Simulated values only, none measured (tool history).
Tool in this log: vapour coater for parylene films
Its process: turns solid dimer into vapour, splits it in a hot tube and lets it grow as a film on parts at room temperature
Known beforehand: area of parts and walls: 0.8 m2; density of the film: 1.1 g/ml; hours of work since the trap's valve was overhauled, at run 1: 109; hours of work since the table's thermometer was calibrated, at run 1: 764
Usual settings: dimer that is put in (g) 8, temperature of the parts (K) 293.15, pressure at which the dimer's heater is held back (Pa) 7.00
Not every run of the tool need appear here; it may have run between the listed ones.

run   hour  dimer that is put in (g)  temperature of the parts (K)  pressure at which the dimer's heater is held back (Pa)  hours of work since the trap's valve was overhauled  hours of work since the table's thermometer was calibrated  thickness of the film (um)
  1    0.0                         8                        293.15                                                    7.00                                                  109                                                         764                        6.06
  2   15.5                         8                        293.15                                                    7.00                                                  118                                                         773                        6.06
  3   47.2                        10                        293.15                                                    7.00                                                  138                                                         793                        7.56
  4   69.5                         8                        293.15                                                    7.00                                                  152                                                         807                        5.93
  5   97.0                         8                        293.15                                                    7.00                                                  169                                                         824                        5.90
  6  111.7                         8                        303.15                                                    7.00                                                  179                                                         834                        4.07
  7  127.4                        12                        293.15                                                    7.00                                                  188                                                         843                        8.63
  8  146.7                        12                        293.15                                                    7.00                                                  200                                                         856                        8.72
  9  173.0                         8                        293.15                                                    7.00                                                  217                                                         872                        5.74
 10  193.9                         6                        293.15                                                   11.39                                                  230                                                         885                        3.87
 11  221.1                         8                        293.15                                                    5.12                                                  247                                                         902                        5.90
     227.2  -- trap's valve overhauled
 12  248.8                         8                        293.15                                                    5.12                                                   14                                                         917                        6.92
 13  274.9                         8                        289.15                                                   11.26                                                   30                                                         933                        6.68
 14  303.7                        13                        293.15                                                    7.00                                                   48                                                         951                       10.28
 15  323.5                         3                        293.15                                                    5.38                                                   60                                                         964                        2.50
 16  348.9                         3                        293.15                                                    2.22                                                   76                                                         980                        2.99
 17  368.4                         3                        293.15                                                    4.50                                                   88                                                         992                        2.59

Difference, measured minus no-hidden-state, one row per run. Run-to-run variation is common to both terms; the gauge's own scatter need not be:
The tool's hidden condition here consists of: vapour lost through the trap's worn valve, %; true temperature of the parts over the reading, C; drift of the gauge itself on film_um, %.
run  thickness of the film (um)
  1                       -0.46
  2                       -0.50
  3                       -0.72
  4                       -0.62
  5                       -0.68
  6                       -0.51
  7                       -1.12
  8                       -1.20
  9                       -0.86
 10                       -0.61
 11                       -1.01
 12                       -0.08
 13                       -0.13
 14                       -0.31
 15                       -0.09
 16                       -0.13
 17                       -0.14
